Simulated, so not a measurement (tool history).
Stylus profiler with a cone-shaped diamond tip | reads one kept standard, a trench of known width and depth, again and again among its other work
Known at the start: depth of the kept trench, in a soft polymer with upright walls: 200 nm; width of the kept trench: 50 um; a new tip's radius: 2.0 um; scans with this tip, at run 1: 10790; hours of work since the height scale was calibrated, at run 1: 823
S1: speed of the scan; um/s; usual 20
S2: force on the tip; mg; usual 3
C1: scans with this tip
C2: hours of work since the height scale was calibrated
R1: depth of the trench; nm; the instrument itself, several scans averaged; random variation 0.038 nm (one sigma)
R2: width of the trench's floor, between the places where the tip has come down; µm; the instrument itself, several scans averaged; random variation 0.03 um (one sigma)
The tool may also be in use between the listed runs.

Run 1, day 0: usual settings; C1 10790; C2 823. Result: R1 201.27 nm, R2 48.18 µm.
Run 2, day 2.321: usual settings; C1 11184; C2 853. Result: R1 201.31 nm, R2 48.19 µm.
Run 3, day 4.058: usual settings; C1 11480; C2 876. Result: R1 201.38 nm, R2 48.1 µm.
Run 4, day 6.121: usual settings; C1 11830; C2 902. Result: R1 201.32 nm, R2 48.16 µm.
Run 5, day 7.612: usual settings; C1 12084; C2 922. Result: R1 201.37 nm, R2 48.13 µm.
Run 6, day 10.4: usual settings but S2 2.97 mg; C1 12557; C2 958. Result: R1 201.32 nm, R2 48.18 µm.
Run 7, day 13.162: usual settings; C1 13027; C2 994. Result: R1 201.28 nm, R2 48.13 µm.
Run 8, day 15.812: usual settings; C1 13477; C2 1028. Result: R1 201.37 nm, R2 48.15 µm.
Run 9, day 17.217: usual settings; C1 13716; C2 1046. Result: R1 201.38 nm, R2 48.14 µm.
Run 10, day 18.538: usual settings; C1 13940; C2 1063. Result: R1 201.31 nm, R2 48.17 µm.
Run 11, day 20.125: usual settings but S2 7.53 mg; C1 14210; C2 1084. Result: R1 202.45 nm, R2 48.2 µm.
Run 12, day 23.267: usual settings but S1 12 um/s, S2 7.78 mg; C1 14744; C2 1125. Result: R1 202.38 nm, R2 48.19 µm.
Run 13, day 26.238: usual settings but S1 8 um/s, S2 3.17 mg; C1 15248; C2 1163. Result: R1 201.35 nm, R2 48.25 µm.
Run 14, day 29.088: usual settings but S1 9 um/s, S2 2.14 mg; C1 15733; C2 1200. Result: R1 201.06 nm, R2 48.17 µm.
Run 15, day 31.096: usual settings but S1 8 um/s, S2 2.4 mg; C1 16074; C2 1226. Result: R1 201.09 nm, R2 48.18 µm.
Run 16, day 32.762: usual settings but S1 19 um/s, S2 4.83 mg; C1 16357; C2 1248. Result: R1 201.77 nm, R2 48.16 µm.
Run 17, day 34.417: usual settings but S1 6 um/s, S2 4.47 mg; C1 16639; C2 1269. Result: R1 201.69 nm, R2 48.24 µm.
Run 18, day 36.633: usual settings but S1 6 um/s, S2 4.47 mg; C1 17016; C2 1298. Result: R1 201.68 nm, R2 48.21 µm.
Run 19, day 39.667: usual settings but S1 18 um/s, S2 2.8 mg; C1 17531; C2 1337. Result: R1 201.26 nm, R2 48.14 µm.
Run 20, day 41.825: usual settings but S1 69 um/s, S2 1.54 mg; C1 17897; C2 1365. Result: R1 200.93 nm, R2 47.79 µm.
Run 21, day 44.788: usual settings but S1 8 um/s, S2 1.59 mg; C1 18401; C2 1404. Result: R1 200.84 nm, R2 48.2 µm.
Run 22, day 46.412: usual settings but S1 37 um/s, S2 3.7 mg; C1 18677; C2 1425. Result: R1 201.55 nm, R2 48.08 µm.

Forecast each of these 5 alternatives for the next run:
Run A, day 48.942: usual settings but S1 12 um/s, S2 2.98 mg; C1 19107; C2 1458. Result: R1 ?, R2 ?.
Run B, day 48.942: usual settings but S1 57 um/s, S2 2.57 mg; C1 19107; C2 1458. Result: R1 ?, R2 ?.
Run C, day 48.942: usual settings but S1 19 um/s, S2 2.84 mg; C1 19107; C2 1458. Result: R1 ?, R2 ?.
Run D, day 48.942: usual settings but S1 10 um/s; C1 19107; C2 1458. Result: R1 ?, R2 ?.
Run E, day 48.942: usual settings but S1 5 um/s, S2 5.31 mg; C1 19107; C2 1458. Result: R1 ?, R2 ?.

run      R1     R2
  A  201.29  48.19
  B  201.17  47.91
  C  201.24  48.12
  D   201.3  48.26
  E  201.92  48.22
Without the tool's hidden state the same runs would have given:
run      R1     R2
  A  201.27  48.21
  B  201.15  47.92
  C  201.23  48.14
  D  201.28  48.28
  E   201.9  48.24
